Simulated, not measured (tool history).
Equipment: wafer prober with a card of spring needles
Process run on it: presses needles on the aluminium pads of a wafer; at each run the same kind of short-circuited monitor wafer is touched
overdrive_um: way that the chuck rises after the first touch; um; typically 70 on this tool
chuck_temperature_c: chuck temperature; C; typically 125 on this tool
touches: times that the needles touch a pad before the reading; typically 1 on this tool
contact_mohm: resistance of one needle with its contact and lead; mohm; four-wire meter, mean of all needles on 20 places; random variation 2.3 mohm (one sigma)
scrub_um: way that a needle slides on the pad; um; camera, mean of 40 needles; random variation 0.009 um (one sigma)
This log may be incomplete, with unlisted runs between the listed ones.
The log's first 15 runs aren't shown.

At day 26.571: tips cleaned on abrasive film.
At day 27.704: tips cleaned on abrasive film.
Run 16, day 28.021: usual settings but overdrive_um 80 um, touches 2. Result: contact_mohm 272 mohm, scrub_um 17.413 um.
At day 28.746: tips cleaned on abrasive film.
Run 17, day 29.383: usual settings but overdrive_um 80 um, touches 2. Result: contact_mohm 275 mohm, scrub_um 17.413 um.
At day 29.812: tips cleaned on abrasive film.
At day 30.912: tips cleaned on abrasive film.
Run 18, day 31.212: usual settings but overdrive_um 80 um, touches 2. Result: contact_mohm 273 mohm, scrub_um 17.394 um.
At day 32.029: tips cleaned on abrasive film.
Run 19, day 32.621: usual settings but overdrive_um 60 um, chuck_temperature_c 26 C, touches 3. Result: contact_mohm 250 mohm, scrub_um 13.027 um.
At day 33.125: tips cleaned on abrasive film.
At day 33.138: height of the first contact set anew.
Run 20, day 34.029: usual settings but overdrive_um 60 um, chuck_temperature_c 26 C, touches 3. Result: contact_mohm 248 mohm, scrub_um 13.105 um.
At day 34.233: tips cleaned on abrasive film.
At day 35.358: tips cleaned on abrasive film.
At day 36.4: tips cleaned on abrasive film.
Run 21, day 36.4: usual settings but overdrive_um 52 um, chuck_temperature_c 84 C, touches 3. Result: contact_mohm 259 mohm, scrub_um 11.311 um.
At day 37.646: tips cleaned on abrasive film.
Run 22, day 38.346: usual settings but overdrive_um 52 um, chuck_temperature_c 84 C. Result: contact_mohm 288 mohm, scrub_um 11.303 um.
At day 38.683: tips cleaned on abrasive film.
Run 23, day 39.5: usual settings but overdrive_um 77 um, chuck_temperature_c 81 C, touches 2. Result: contact_mohm 263 mohm, scrub_um 16.754 um.
At day 39.746: tips cleaned on abrasive film.
At day 40.95: tips cleaned on abrasive film.
Run 24, day 41.533: usual settings but overdrive_um 72 um, touches 2. Result: contact_mohm 271 mohm, scrub_um 15.658 um.
At day 42.083: tips cleaned on abrasive film.
At day 43.25: tips cleaned on abrasive film.
Run 25, day 43.812: usual settings but overdrive_um 53 um, chuck_temperature_c 33 C. Result: contact_mohm 275 mohm, scrub_um 11.49 um.
At day 44.121: height of the first contact set anew.
At day 44.288: tips cleaned on abrasive film.
At day 45.475: tips cleaned on abrasive film.
Run 26, day 46.025: usual settings but overdrive_um 61 um, chuck_temperature_c 90 C. Result: contact_mohm 278 mohm, scrub_um 13.298 um.
At day 46.5: tips cleaned on abrasive film.
At day 47.7: tips cleaned on abrasive film.
Run 27, day 48.567: usual settings but overdrive_um 82 um, chuck_temperature_c 92 C. Result: contact_mohm 271 mohm, scrub_um 17.861 um.
At day 48.796: tips cleaned on abrasive film.
At day 49.921: tips cleaned on abrasive film.
Run 28, day 49.921: usual settings but overdrive_um 82 um, chuck_temperature_c 92 C. Result: contact_mohm 259 mohm, scrub_um 17.819 um.
At day 50.992: tips cleaned on abrasive film.
Run 29, day 51.517: usual settings. Result: contact_mohm 278 mohm, scrub_um 15.212 um.
At day 52.104: tips cleaned on abrasive film.
At day 53.167: tips cleaned on abrasive film.
Run 30, day 53.854: usual settings but overdrive_um 86 um. Result: contact_mohm 276 mohm, scrub_um 18.692 um.

Each row is a separate what-if for the run after 30, all from the same tool condition, not one after another. Results?
At day 54.196: tips cleaned on abrasive film.
At day 55.079: height of the first contact set anew.
At day 55.233: tips cleaned on abrasive film.
At day 56.388: tips cleaned on abrasive film.
Run A, day 56.408: usual settings but overdrive_um 87 um, chuck_temperature_c 76 C, touches 2. Result: contact_mohm ?, scrub_um ?.
At day 54.196: tips cleaned on abrasive film.
At day 55.079: height of the first contact set anew.
At day 55.233: tips cleaned on abrasive film.
At day 56.388: tips cleaned on abrasive film.
Run B, day 56.408: usual settings but chuck_temperature_c 101 C. Result: contact_mohm ?, scrub_um ?.
At day 54.196: tips cleaned on abrasive film.
At day 55.079: height of the first contact set anew.
At day 55.233: tips cleaned on abrasive film.
At day 56.388: tips cleaned on abrasive film.
Run C, day 56.408: usual settings but overdrive_um 90 um, chuck_temperature_c 73 C, touches 2. Result: contact_mohm ?, scrub_um ?.
At day 54.196: tips cleaned on abrasive film.
At day 55.079: height of the first contact set anew.
At day 55.233: tips cleaned on abrasive film.
At day 56.388: tips cleaned on abrasive film.
Run D, day 56.408: usual settings but overdrive_um 87 um. Result: contact_mohm ?, scrub_um ?.

run  contact_mohm  scrub_um
  A           249    18.984
  B           260    15.252
  C           251    19.629
  D           261    18.971
With the hidden condition removed and each run's random variation left untouched, the same runs would have given:
run  contact_mohm  scrub_um
  A           248    19.004
  B           257    15.272
  C           251     19.65
  D           260    18.992
